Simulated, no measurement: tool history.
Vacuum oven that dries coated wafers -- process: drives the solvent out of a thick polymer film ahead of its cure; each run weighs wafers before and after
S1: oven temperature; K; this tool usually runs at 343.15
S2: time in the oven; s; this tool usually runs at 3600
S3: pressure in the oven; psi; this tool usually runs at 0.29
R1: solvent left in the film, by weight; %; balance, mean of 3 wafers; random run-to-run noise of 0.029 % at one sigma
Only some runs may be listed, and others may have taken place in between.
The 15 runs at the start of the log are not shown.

{"run": 16, "hour": 577.8, "S1": 331.15, "S2": 2760, "S3": 0.29, "R1": 4.97}
{"hour": 624.1, "done": "vacuum gauge cleaned of residue and calibrated, once more"}
{"run": 17, "hour": 624.7, "S1": 330.15, "S2": 5460, "S3": 0.525, "R1": 3.66}
{"run": 18, "hour": 656.0, "S1": 341.15, "S2": 3600, "S3": 0.318, "R1": 1.88}
{"run": 19, "hour": 689.9, "S1": 341.15, "S2": 3600, "S3": 0.318, "R1": 1.9}
{"run": 20, "hour": 716.6, "S1": 343.15, "S2": 2640, "S3": 0.29, "R1": 2.16}
{"run": 21, "hour": 751.8, "S1": 349.15, "S2": 5760, "S3": 0.29, "R1": 0.67}
{"run": 22, "hour": 799.1, "S1": 343.15, "S2": 6060, "S3": 0.21, "R1": 0.7}
{"run": 23, "hour": 838.4, "S1": 343.15, "S2": 6060, "S3": 0.21, "R1": 0.75}
{"run": 24, "hour": 877.4, "S1": 343.15, "S2": 6060, "S3": 0.21, "R1": 0.74}
{"run": 25, "hour": 921.5, "S1": 348.15, "S2": 4920, "S3": 0.644, "R1": 1.58}
{"run": 26, "hour": 960.6, "S1": 339.15, "S2": 5580, "S3": 0.644, "R1": 2.59}
{"run": 27, "hour": 996.8, "S1": 347.15, "S2": 2220, "S3": 1.105, "R1": 3.91}
{"run": 28, "hour": 1018.3, "S1": 347.15, "S2": 4380, "S3": 1.144, "R1": 2.91}
{"run": 29, "hour": 1061.9, "S1": 342.15, "S2": 3360, "S3": 1.054, "R1": 3.92}
{"run": 30, "hour": 1109.7, "S1": 344.15, "S2": 6060, "S3": 1.131, "R1": 3.22}
{"run": 31, "hour": 1149.5, "S1": 329.15, "S2": 2700, "S3": 0.235, "R1": 4.99}

Branching from run 31: 3 alternative next runs. What would each branch give?
{"run": "A", "hour": 1174.6, "S1": 342.15, "S2": 2460, "S3": 0.235, "R1": "?"}
{"run": "B", "hour": 1174.6, "S1": 337.15, "S2": 1860, "S3": 0.29, "R1": "?"}
{"run": "C", "hour": 1174.6, "S1": 329.15, "S2": 2700, "S3": 0.809, "R1": "?"}

run=A R1=2.57
run=B R1=4.79
run=C R1=7.2
With the hidden condition removed and each run's random variation left untouched, the same runs would have given:
run=A R1=2.37
run=B R1=4.55
run=C R1=6.89

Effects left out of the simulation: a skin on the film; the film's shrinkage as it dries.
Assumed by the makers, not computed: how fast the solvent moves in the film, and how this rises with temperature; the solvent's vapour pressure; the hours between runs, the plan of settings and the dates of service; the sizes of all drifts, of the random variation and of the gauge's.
